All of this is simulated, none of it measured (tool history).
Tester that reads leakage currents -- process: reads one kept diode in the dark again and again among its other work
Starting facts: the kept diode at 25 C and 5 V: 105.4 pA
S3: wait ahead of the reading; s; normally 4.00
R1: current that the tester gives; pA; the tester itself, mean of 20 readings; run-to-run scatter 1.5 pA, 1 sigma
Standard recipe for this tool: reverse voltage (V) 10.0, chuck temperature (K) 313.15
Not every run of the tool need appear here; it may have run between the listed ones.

{"run": 1, "day": 0.0, "reverse voltage (V)": 10.0, "chuck temperature (K)": 313.15, "S3": 4.0, "R1": 509.56}
{"run": 2, "day": 5.879, "reverse voltage (V)": 10.0, "chuck temperature (K)": 313.15, "S3": 4.0, "R1": 508.11}
{"run": 3, "day": 15.508, "reverse voltage (V)": 10.0, "chuck temperature (K)": 319.15, "S3": 4.0, "R1": 804.75}
{"run": 4, "day": 24.275, "reverse voltage (V)": 10.0, "chuck temperature (K)": 319.15, "S3": 4.0, "R1": 802.48}
{"run": 5, "day": 31.225, "reverse voltage (V)": 10.0, "chuck temperature (K)": 319.15, "S3": 1.29, "R1": 799.94}
{"run": 6, "day": 39.883, "reverse voltage (V)": 10.0, "chuck temperature (K)": 313.15, "S3": 1.78, "R1": 510.96}
{"run": 7, "day": 45.433, "reverse voltage (V)": 10.0, "chuck temperature (K)": 313.15, "S3": 1.78, "R1": 509.6}
{"run": 8, "day": 51.367, "reverse voltage (V)": 10.0, "chuck temperature (K)": 313.15, "S3": 0.83, "R1": 508.6}
{"run": 9, "day": 55.733, "reverse voltage (V)": 10.0, "chuck temperature (K)": 313.15, "S3": 0.83, "R1": 509.96}
{"run": 10, "day": 61.058, "reverse voltage (V)": 10.0, "chuck temperature (K)": 313.15, "S3": 0.83, "R1": 509.38}
{"run": 11, "day": 66.45, "reverse voltage (V)": 10.0, "chuck temperature (K)": 313.15, "S3": 0.83, "R1": 509.45}
{"run": 12, "day": 72.458, "reverse voltage (V)": 10.0, "chuck temperature (K)": 294.15, "S3": 4.0, "R1": 105.76}
{"run": 13, "day": 81.75, "reverse voltage (V)": 10.0, "chuck temperature (K)": 294.15, "S3": 4.0, "R1": 105.74}
{"run": 14, "day": 86.975, "reverse voltage (V)": 7.7, "chuck temperature (K)": 313.15, "S3": 4.0, "R1": 447.47}
{"run": 15, "day": 96.383, "reverse voltage (V)": 1.7, "chuck temperature (K)": 313.15, "S3": 4.0, "R1": 210.68}
{"run": 16, "day": 106.708, "reverse voltage (V)": 1.7, "chuck temperature (K)": 313.15, "S3": 4.0, "R1": 211.18}
{"run": 17, "day": 117.271, "reverse voltage (V)": 3.4, "chuck temperature (K)": 325.15, "S3": 3.22, "R1": 736.02}
{"run": 18, "day": 125.688, "reverse voltage (V)": 1.1, "chuck temperature (K)": 313.15, "S3": 2.44, "R1": 170.73}
{"run": 19, "day": 134.404, "reverse voltage (V)": 2.3, "chuck temperature (K)": 308.15, "S3": 5.94, "R1": 165.25}
{"run": 20, "day": 143.6, "reverse voltage (V)": 10.0, "chuck temperature (K)": 327.15, "S3": 0.94, "R1": 1442.91}
{"run": 21, "day": 148.088, "reverse voltage (V)": 10.0, "chuck temperature (K)": 327.15, "S3": 0.94, "R1": 1448.18}
{"run": 22, "day": 152.429, "reverse voltage (V)": 10.0, "chuck temperature (K)": 327.15, "S3": 0.94, "R1": 1443.46}
{"run": 23, "day": 162.121, "reverse voltage (V)": 10.0, "chuck temperature (K)": 327.15, "S3": 0.94, "R1": 1445.63}
{"run": 24, "day": 167.988, "reverse voltage (V)": 10.0, "chuck temperature (K)": 327.15, "S3": 0.94, "R1": 1439.62}
{"run": 25, "day": 175.067, "reverse voltage (V)": 16.3, "chuck temperature (K)": 321.15, "S3": 0.94, "R1": 1186.31}
{"run": 26, "day": 182.508, "reverse voltage (V)": 16.3, "chuck temperature (K)": 321.15, "S3": 0.94, "R1": 1194.38}
{"run": 27, "day": 192.554, "reverse voltage (V)": 16.3, "chuck temperature (K)": 300.15, "S3": 0.94, "R1": 228.86}
{"run": 28, "day": 197.067, "reverse voltage (V)": 3.1, "chuck temperature (K)": 323.15, "S3": 0.48, "R1": 605.27}
{"run": 29, "day": 204.862, "reverse voltage (V)": 6.7, "chuck temperature (K)": 316.15, "S3": 3.44, "R1": 525.88}
{"run": 30, "day": 212.958, "reverse voltage (V)": 10.0, "chuck temperature (K)": 312.15, "S3": 1.65, "R1": 471.97}
{"run": 31, "day": 220.333, "reverse voltage (V)": 12.3, "chuck temperature (K)": 312.15, "S3": 4.93, "R1": 519.4}
{"run": 32, "day": 225.379, "reverse voltage (V)": 12.3, "chuck temperature (K)": 312.15, "S3": 4.93, "R1": 521.05}

Taken out of this log: 8 entries between the listed runs. Where each belongs, and how the hidden state differs across it:
From run 3 to run 4: chuck's temperature calibrated (day 24.062)
  stray current of the dirty probe card, pA a volt: 0.03 -> 0.031; true chuck temperature over the reading, C: 0.01 -> -0.01
  measured less the result without the state, R1: +0.50 -> -0.31 pA
From run 10 to run 11: chuck's temperature calibrated (day 66.450)
  stray current of the dirty probe card, pA a volt: 0.037 -> 0.038
  measured less the result without the state, R1: +0.25 -> -0.10 pA
From run 12 to run 13: probe card cleaned and baked (day 80.988)
  stray current of the dirty probe card, pA a volt: 0.038 -> 0.02
  measured less the result without the state, R1: +0.13 -> -0.03 pA
From run 16 to run 17: chuck's temperature calibrated (day 109.133)
  stray current of the dirty probe card, pA a volt: 0.024 -> 0.026
  measured less the result without the state, R1: +0.05 -> +0.20 pA
From run 17 to run 18: tester calibrated (day 118.662)
  stray current of the dirty probe card, pA a volt: 0.026 -> 0.027; current scale over the true one, %: -0.03 -> 0
  measured less the result without the state, R1: +0.20 -> +0.13 pA
From run 21 to run 22: chuck's temperature calibrated (day 151.942)
  stray current of the dirty probe card, pA a volt: 0.03 -> 0.031; current scale over the true one, %: 0 -> -0.01; true chuck temperature over the reading, C: 0.02 -> 0
  measured less the result without the state, R1: +1.61 -> -0.08 pA
From run 27 to run 28: chuck's temperature calibrated (day 194.767)
  stray current of the dirty probe card, pA a volt: 0.037 -> 0.038; true chuck temperature over the reading, C: 0.01 -> 0
  measured less the result without the state, R1: +0.43 -> -0.06 pA
From run 29 to run 30: probe card cleaned and baked (day 210.446)
  stray current of the dirty probe card, pA a volt: 0.039 -> 0.021
  measured less the result without the state, R1: +0.10 -> +0.05 pA
